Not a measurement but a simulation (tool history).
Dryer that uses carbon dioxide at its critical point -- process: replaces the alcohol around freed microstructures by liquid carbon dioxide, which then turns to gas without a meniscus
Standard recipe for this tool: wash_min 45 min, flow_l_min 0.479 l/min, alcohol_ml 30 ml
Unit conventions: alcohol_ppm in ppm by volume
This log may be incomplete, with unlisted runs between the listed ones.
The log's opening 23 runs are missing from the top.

run,hour,wash_min,flow_l_min,alcohol_ml,alcohol_ppm
24,375.4,34,0.467,64,530
25,390.2,34,0.467,64,514
26,409.4,34,0.353,76,1410
27,424.1,34,0.324,103,2325
28,445.7,45,0.479,52,187
29,460.8,62,0.478,63,91
30,475.6,30,0.507,93,913
31,485.7,30,0.507,48,500
32,503.4,45,0.498,27,115
33,523.4,45,0.498,27,131
34,536.3,41,0.498,27,166

Below are 4 alternative next runs, each starting from the tool's condition after run 34. Predict each:
A,555.8,47,0.498,71,?
B,555.8,28,0.633,27,?
C,555.8,41,0.615,32,?
D,555.8,41,0.405,24,?

run,alcohol_ppm
A,195
B,233
C,101
D,246
With no hidden state in the tool, these same runs would have given:
run,alcohol_ppm
A,67
B,97
C,15
D,109

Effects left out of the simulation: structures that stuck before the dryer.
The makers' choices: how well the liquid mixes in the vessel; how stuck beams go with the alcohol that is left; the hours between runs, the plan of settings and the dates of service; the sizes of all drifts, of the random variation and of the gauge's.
